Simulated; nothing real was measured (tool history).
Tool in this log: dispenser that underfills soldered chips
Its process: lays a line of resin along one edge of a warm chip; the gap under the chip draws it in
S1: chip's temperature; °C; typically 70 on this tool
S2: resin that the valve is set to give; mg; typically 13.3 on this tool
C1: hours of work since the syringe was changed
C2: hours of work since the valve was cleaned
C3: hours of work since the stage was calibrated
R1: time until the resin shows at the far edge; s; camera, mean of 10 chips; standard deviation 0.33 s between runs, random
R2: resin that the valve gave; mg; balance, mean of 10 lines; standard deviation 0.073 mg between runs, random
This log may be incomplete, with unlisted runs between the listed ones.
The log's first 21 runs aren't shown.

run   hour  S1    S2  C1   C2  C3    R1     R2
     222.8  -- new syringe of resin
 22  225.7  77  16.1   2  126  11  12.3  15.02
     232.1  -- new syringe of resin
 23  238.3  83  13.3   4  134  19  11.6  12.24
     240.3  -- dispensing valve cleaned and set on the balance
     241.8  -- new syringe of resin
     250.9  -- new syringe of resin
 24  253.6  83  13.3   2    8  28   9.3  13.24
     260.0  -- new syringe of resin
 25  268.0  70  17.1   5   17  37  20.4  17.07
     269.0  -- new syringe of resin
     278.1  -- new syringe of resin
 26  278.1  58  15.5   0   23  43  26.4  15.40
 27  286.3  83  16.8   5   29  48  12.8  16.45
     287.5  -- new syringe of resin
     296.4  -- new syringe of resin
 28  300.9  72  12.5   3   38  57  17.1  12.26
     305.5  -- new syringe of resin
 29  312.0  65  16.1   4   44  64  24.1  15.70
     314.2  -- new syringe of resin
 30  318.9  55  13.9   3   49  68  38.5  13.52
     323.1  -- new syringe of resin
 31  327.5  73  13.9   3   54  74  16.4  13.51
     332.8  -- new syringe of resin
 32  339.8  73  13.9   4   62  81  18.4  13.33
     341.7  -- new syringe of resin
 33  348.4  73  13.9   4   67  87  18.1  13.34
     350.7  -- new syringe of resin
 34  357.2  73  13.9   4   73  92  18.5  13.28

Alternative continuations, all from the tool just after run 34; predict every row:
     360.0  -- new syringe of resin
  A  364.5  67  11.3   3  77  97   ?   ?
     360.0  -- new syringe of resin
  B  364.5  73  15.8   3  77  97   ?   ?
     360.0  -- new syringe of resin
  C  364.5  66  13.3   3  77  97   ?   ?
     360.0  -- new syringe of resin
  D  364.5  71  14.6   3  77  97   ?   ?

run    R1     R2
  A  23.1  10.76
  B  16.3  15.03
  C  22.4  12.67
  D  17.6  13.88
With no hidden state in the tool, these same runs would have given:
run    R1     R2
  A  17.8  11.25
  B  13.0  15.70
  C  17.4  13.24
  D  13.7  14.50

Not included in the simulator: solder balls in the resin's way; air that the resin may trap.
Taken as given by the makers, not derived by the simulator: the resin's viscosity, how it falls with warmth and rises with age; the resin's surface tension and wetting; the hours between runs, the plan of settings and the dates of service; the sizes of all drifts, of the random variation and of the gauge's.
